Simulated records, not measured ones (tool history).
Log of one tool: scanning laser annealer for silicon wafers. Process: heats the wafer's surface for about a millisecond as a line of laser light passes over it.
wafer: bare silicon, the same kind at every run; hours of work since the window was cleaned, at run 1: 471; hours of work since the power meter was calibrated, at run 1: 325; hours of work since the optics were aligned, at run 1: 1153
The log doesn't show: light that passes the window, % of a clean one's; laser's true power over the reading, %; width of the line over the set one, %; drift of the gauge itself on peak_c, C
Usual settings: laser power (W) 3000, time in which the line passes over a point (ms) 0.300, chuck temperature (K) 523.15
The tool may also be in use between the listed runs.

run    day  laser power (W)  time in which the line passes over a point (ms)  chuck temperature (K)  hours of work since the window was cleaned  hours of work since the power meter was calibrated  hours of work since the optics were aligned  highest temperature of the surface (K)
  1  0.000             3000                                            0.300                 523.15                                         471                                                 325                                         1153                                 1328.15
  2  0.592             3000                                            0.300                 523.15                                         479                                                 333                                         1161                                 1332.15
  3  0.946             3000                                            0.300                 523.15                                         484                                                 338                                         1166                                 1327.15
  4  1.425             3000                                            0.300                 523.15                                         490                                                 344                                         1172                                 1326.15
  5  1.725             3000                                            0.300                 523.15                                         494                                                 348                                         1176                                 1330.15
  6  2.283             3000                                            0.240                 523.15                                         502                                                 356                                         1183                                 1227.15
  7  2.612             3000                                            0.300                 523.15                                         506                                                 360                                         1188                                 1325.15
  8  3.142             3000                                            0.370                 523.15                                         513                                                 367                                         1195                                 1430.15
  9  3.612             3000                                            0.300                 517.15                                         519                                                 373                                         1201                                 1319.15
 10  4.221             3000                                            0.300                 517.15                                         527                                                 381                                         1209                                 1322.15
 11  4.588             3000                                            0.300                 517.15                                         532                                                 386                                         1214                                 1322.15
 12  4.862             2958                                            0.300                 517.15                                         536                                                 390                                         1217                                 1306.15
     5.033  -- laser's power meter calibrated
 13  5.533             2958                                            0.300                 517.15                                         543                                                   7                                         1225                                 1306.15
 14  6.146             2958                                            0.300                 517.15                                         551                                                  15                                         1233                                 1307.15
 15  6.458             2958                                            0.300                 517.15                                         555                                                  19                                         1237                                 1305.15
 16  6.746             2958                                            0.300                 517.15                                         559                                                  23                                         1241                                 1306.15
 17  7.162             2958                                            0.300                 517.15                                         564                                                  28                                         1246                                 1308.15
 18  7.579             2687                                            0.337                 523.15                                         570                                                  34                                         1252                                 1272.15
 19  7.958             3000                                            0.316                 537.15                                         575                                                  39                                         1257                                 1367.15
     8.275  -- laser's power meter calibrated, once more
 20  8.350             3055                                            0.227                 523.15                                         578                                                   1                                         1260                                 1216.15
 21  8.842             2954                                            0.349                 545.15                                         585                                                   7                                         1267                                 1399.15
 22  9.104             2954                                            0.349                 545.15                                         588                                                  11                                         1270                                 1396.15
     9.304  -- window over the wafer cleaned
 23  9.546             2744                                            0.300                 495.15                                           3                                                  16                                         1275                                 1237.15
 24  9.821             2744                                            0.300                 495.15                                           7                                                  19                                         1279                                 1237.15

Forecast run 25:
 25  10.250             2744                                            0.300                 495.15                                          13                                                  25                                         1284                                       ?

{"run 25": {"highest temperature of the surface (K)": 1239.15}}
Without the tool's hidden state the same run would have given highest temperature of the surface (K) 1253.15.
